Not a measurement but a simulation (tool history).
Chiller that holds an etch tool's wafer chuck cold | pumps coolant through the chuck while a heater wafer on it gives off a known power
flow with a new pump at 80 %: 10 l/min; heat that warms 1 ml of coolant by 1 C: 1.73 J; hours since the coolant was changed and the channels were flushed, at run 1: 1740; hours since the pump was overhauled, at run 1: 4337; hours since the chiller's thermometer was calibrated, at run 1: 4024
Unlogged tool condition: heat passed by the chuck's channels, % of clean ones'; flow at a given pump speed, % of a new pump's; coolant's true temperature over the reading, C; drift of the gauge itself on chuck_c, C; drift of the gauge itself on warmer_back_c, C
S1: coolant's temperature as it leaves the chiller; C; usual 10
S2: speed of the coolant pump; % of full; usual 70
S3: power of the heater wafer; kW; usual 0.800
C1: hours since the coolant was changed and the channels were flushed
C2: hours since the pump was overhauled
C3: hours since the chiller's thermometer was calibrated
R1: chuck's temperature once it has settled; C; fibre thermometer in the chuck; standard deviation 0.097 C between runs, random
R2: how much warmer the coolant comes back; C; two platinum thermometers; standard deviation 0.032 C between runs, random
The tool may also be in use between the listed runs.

Run 1, hour 0.0: usual settings; C1 1740; C2 4337; C3 4024. Result: R1 17.18 C, R2 3.53 C.
Run 2, hour 98.2: usual settings but S3 0.522 kW; C1 1838; C2 4435; C3 4122. Result: R1 14.89 C, R2 2.35 C.
Run 3, hour 254.2: usual settings but S3 0.522 kW; C1 1994; C2 4591; C3 4278. Result: R1 15.23 C, R2 2.33 C.
At hour 314.5: chiller's thermometer calibrated.
Run 4, hour 410.1: usual settings but S2 93 % of full; C1 2149; C2 4746; C3 96. Result: R1 15.10 C, R2 2.60 C.
Run 5, hour 592.5: usual settings but S2 93 % of full; C1 2331; C2 4929; C3 278. Result: R1 15.35 C, R2 2.62 C.
Run 6, hour 706.5: usual settings but S2 93 % of full; C1 2445; C2 5043; C3 392. Result: R1 15.04 C, R2 2.61 C.
Run 7, hour 823.1: usual settings but S2 93 % of full; C1 2562; C2 5159; C3 509. Result: R1 15.23 C, R2 2.68 C.
Run 8, hour 976.3: usual settings but S1 20 C, S2 93 % of full; C1 2715; C2 5312; C3 662. Result: R1 25.40 C, R2 2.66 C.
Run 9, hour 1093.3: usual settings but S1 20 C, S2 93 % of full; C1 2832; C2 5429; C3 779. Result: R1 25.49 C, R2 2.65 C.
Run 10, hour 1266.1: usual settings but S1 20 C, S2 67 % of full; C1 3005; C2 5602; C3 952. Result: R1 27.31 C, R2 3.85 C.
Run 11, hour 1439.1: usual settings but S1 20 C, S2 67 % of full, S3 0.447 kW; C1 3178; C2 5775; C3 1125. Result: R1 24.16 C, R2 2.17 C.
Run 12, hour 1622.4: usual settings but S1 20 C, S2 67 % of full, S3 0.447 kW; C1 3361; C2 5959; C3 1308. Result: R1 24.30 C, R2 2.17 C.
Run 13, hour 1714.7: usual settings; C1 3454; C2 6051; C3 1400. Result: R1 17.37 C, R2 3.69 C.
Run 14, hour 1845.7: usual settings; C1 3585; C2 6182; C3 1531. Result: R1 17.20 C, R2 3.68 C.
Run 15, hour 1958.4: usual settings; C1 3697; C2 6294; C3 1644. Result: R1 17.07 C, R2 3.72 C.
Run 16, hour 2091.8: usual settings; C1 3831; C2 6428; C3 1777. Result: R1 17.25 C, R2 3.75 C.
Run 17, hour 2293.2: usual settings but S1 15 C, S3 0.668 kW; C1 4032; C2 6629; C3 1979. Result: R1 21.41 C, R2 3.16 C.
Run 18, hour 2429.9: usual settings but S1 7 C, S2 95 % of full, S3 0.797 kW; C1 4169; C2 6766; C3 2115. Result: R1 12.75 C, R2 2.72 C.
Run 19, hour 2602.8: usual settings but S1 7 C, S2 76 % of full, S3 0.446 kW; C1 4342; C2 6939; C3 2288. Result: R1 10.98 C, R2 1.91 C.
Run 20, hour 2720.7: usual settings but S1 4 C; C1 4460; C2 7057; C3 2406. Result: R1 11.37 C, R2 3.81 C.
Run 21, hour 2866.2: usual settings but S1 18 C, S2 83 % of full; C1 4605; C2 7202; C3 2552. Result: R1 24.61 C, R2 3.13 C.
Run 22, hour 2949.4: usual settings but S1 18 C, S2 86 % of full, S3 1.162 kW; C1 4688; C2 7286; C3 2635. Result: R1 27.08 C, R2 4.40 C.
Run 23, hour 3065.9: usual settings but S1 18 C, S2 86 % of full, S3 0.718 kW; C1 4805; C2 7402; C3 2751. Result: R1 23.74 C, R2 2.75 C.
Run 24, hour 3150.3: usual settings but S1 0 C, S3 0.604 kW; C1 4889; C2 7486; C3 2836. Result: R1 5.95 C, R2 2.96 C.
Run 25, hour 3325.6: usual settings but S1 0 C, S3 0.604 kW; C1 5065; C2 7662; C3 3011. Result: R1 5.96 C, R2 2.97 C.
Run 26, hour 3518.1: usual settings but S1 0 C, S3 0.604 kW; C1 5257; C2 7854; C3 3204. Result: R1 6.03 C, R2 2.98 C.
At hour 3641.3: coolant changed, channels flushed.
Run 27, hour 3650.3: usual settings but S1 14 C, S2 67 % of full, S3 1.038 kW; C1 9; C2 7980; C3 3330. Result: R1 23.94 C, R2 5.28 C.
Run 28, hour 3801.9: usual settings but S1 14 C, S2 67 % of full, S3 1.038 kW; C1 161; C2 8132; C3 3481. Result: R1 23.90 C, R2 5.30 C.
Run 29, hour 3952.0: usual settings but S1 12 C, S3 0.836 kW; C1 311; C2 8282; C3 3631. Result: R1 20.05 C, R2 4.12 C.
At hour 4058.8: coolant pump overhauled.
Run 30, hour 4103.2: usual settings but S1 12 C, S3 0.836 kW; C1 457; C2 44; C3 3778. Result: R1 19.09 C, R2 3.31 C.
Run 31, hour 4261.5: usual settings but S1 12 C, S3 0.836 kW; C1 615; C2 203; C3 3936. Result: R1 18.93 C, R2 3.33 C.
Run 32, hour 4368.9: usual settings but S1 17 C, S3 0.477 kW; C1 723; C2 310; C3 4043. Result: R1 21.28 C, R2 1.90 C.

Forecast each of these 4 alternatives for the next run:
Run A, hour 4564.3: usual settings but S3 0.514 kW; C1 918; C2 506; C3 4239. Result: R1 ?, R2 ?.
Run B, hour 4564.3: usual settings but S1 16 C, S3 0.875 kW; C1 918; C2 506; C3 4239. Result: R1 ?, R2 ?.
Run C, hour 4564.3: usual settings but S1 12 C, S2 84 % of full, S3 0.915 kW; C1 918; C2 506; C3 4239. Result: R1 ?, R2 ?.
Run D, hour 4564.3: usual settings but S3 0.562 kW; C1 918; C2 506; C3 4239. Result: R1 ?, R2 ?.

run     R1    R2
  A  14.56  2.10
  B  23.38  3.56
  C  18.55  2.99
  D  14.95  2.33
Stripped of hidden state, with their random variation kept, the same runs would have yielded:
run     R1    R2
  A  13.81  2.08
  B  22.59  3.53
  C  17.77  2.97
  D  14.19  2.32

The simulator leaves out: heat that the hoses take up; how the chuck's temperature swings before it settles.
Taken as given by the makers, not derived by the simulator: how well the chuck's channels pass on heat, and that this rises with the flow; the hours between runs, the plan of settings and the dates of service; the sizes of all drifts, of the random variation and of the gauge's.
